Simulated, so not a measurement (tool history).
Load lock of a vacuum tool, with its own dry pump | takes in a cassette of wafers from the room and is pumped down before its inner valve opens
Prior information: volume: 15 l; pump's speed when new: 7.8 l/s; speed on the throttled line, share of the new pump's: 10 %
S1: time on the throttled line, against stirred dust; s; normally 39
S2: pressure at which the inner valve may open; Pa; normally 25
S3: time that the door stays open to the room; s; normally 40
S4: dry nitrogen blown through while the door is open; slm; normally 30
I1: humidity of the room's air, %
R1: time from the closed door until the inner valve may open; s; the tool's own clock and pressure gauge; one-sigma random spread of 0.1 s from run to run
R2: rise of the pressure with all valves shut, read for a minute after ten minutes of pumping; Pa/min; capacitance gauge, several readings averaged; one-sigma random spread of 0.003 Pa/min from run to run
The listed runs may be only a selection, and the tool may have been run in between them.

{"run": 1, "hour": 0.0, "S1": 39, "S2": 25, "S3": 40, "S4": 30, "I1": 44.7, "R1": 52, "R2": 0.252}
{"run": 2, "hour": 104.2, "S1": 39, "S2": 25, "S3": 40, "S4": 30, "I1": 45.8, "R1": 51.7, "R2": 0.251}
{"run": 3, "hour": 253.2, "S1": 39, "S2": 25, "S3": 40, "S4": 31, "I1": 39.5, "R1": 51.7, "R2": 0.261}
{"run": 4, "hour": 327.1, "S1": 42, "S2": 25, "S3": 40, "S4": 30, "I1": 44.1, "R1": 54.4, "R2": 0.262}
{"run": 5, "hour": 446.0, "S1": 39, "S2": 25, "S3": 38, "S4": 30, "I1": 50.7, "R1": 52, "R2": 0.267}
{"run": 6, "hour": 585.8, "S1": 39, "S2": 22, "S3": 38, "S4": 30, "I1": 44.6, "R1": 52, "R2": 0.286}
{"run": 7, "hour": 711.3, "S1": 39, "S2": 22, "S3": 38, "S4": 30, "I1": 46.3, "R1": 52, "R2": 0.289}
{"run": 8, "hour": 779.0, "S1": 39, "S2": 22, "S3": 38, "S4": 30, "I1": 43.2, "R1": 52.3, "R2": 0.296}
{"run": 9, "hour": 880.8, "S1": 39, "S2": 22, "S3": 76, "S4": 30, "I1": 49.7, "R1": 52, "R2": 0.297}
{"run": 10, "hour": 984.5, "S1": 39, "S2": 22, "S3": 76, "S4": 30, "I1": 44.1, "R1": 52.2, "R2": 0.298}
{"run": 11, "hour": 1088.6, "S1": 39, "S2": 22, "S3": 76, "S4": 30, "I1": 45.3, "R1": 52.1, "R2": 0.308}
{"run": 12, "hour": 1192.2, "S1": 36, "S2": 25, "S3": 28, "S4": 30, "I1": 48.6, "R1": 49.2, "R2": 0.308}
{"run": 13, "hour": 1329.2, "S1": 39, "S2": 35, "S3": 32, "S4": 30, "I1": 42.9, "R1": 51.1, "R2": 0.313}
{"run": 14, "hour": 1420.2, "S1": 35, "S2": 35, "S3": 32, "S4": 30, "I1": 44.5, "R1": 47.5, "R2": 0.318}
{"run": 15, "hour": 1566.6, "S1": 22, "S2": 35, "S3": 32, "S4": 7, "I1": 43.6, "R1": 35.9, "R2": 0.351}
{"run": 16, "hour": 1715.6, "S1": 22, "S2": 35, "S3": 32, "S4": 7, "I1": 42.3, "R1": 35.9, "R2": 0.368}
{"run": 17, "hour": 1839.0, "S1": 66, "S2": 35, "S3": 106, "S4": 7, "I1": 47.5, "R1": 75.6, "R2": 0.408}
{"run": 18, "hour": 1933.6, "S1": 66, "S2": 35, "S3": 106, "S4": 7, "I1": 45.5, "R1": 75.5, "R2": 0.404}
{"run": 19, "hour": 2019.2, "S1": 39, "S2": 25, "S3": 40, "S4": 21, "I1": 42.6, "R1": 52.1, "R2": 0.367}
{"run": 20, "hour": 2168.8, "S1": 69, "S2": 34, "S3": 176, "S4": 24, "I1": 43.5, "R1": 78.6, "R2": 0.385}

Measured less the same run without the tool's hidden state. The same run-to-run variation is in both; the gauge's scatter may not be:
What the log doesn't record here: pump's speed, % of a new pump's; leak at the door's seal, Pa l/s; drift of the gauge itself on ready_s, %; drift of the gauge itself on rise_pa_min, %.
run=1 R1=+0.5 R2=+0.225
run=2 R1=+0.5 R2=+0.226
run=3 R1=+0.5 R2=+0.237
run=4 R1=+0.5 R2=+0.233
run=5 R1=+0.6 R2=+0.24
run=6 R1=+0.5 R2=+0.253
run=7 R1=+0.6 R2=+0.257
run=8 R1=+0.6 R2=+0.262
run=9 R1=+0.6 R2=+0.259
run=10 R1=+0.7 R2=+0.269
run=11 R1=+0.6 R2=+0.275
run=12 R1=+0.7 R2=+0.279
run=13 R1=+0.7 R2=+0.288
run=14 R1=+0.6 R2=+0.29
run=15 R1=+0.8 R2=+0.297
run=16 R1=+0.7 R2=+0.316
run=17 R1=+0.6 R2=+0.32
run=18 R1=+0.5 R2=+0.323
run=19 R1=+0.8 R2=+0.33
run=20 R1=+0.6 R2=+0.33
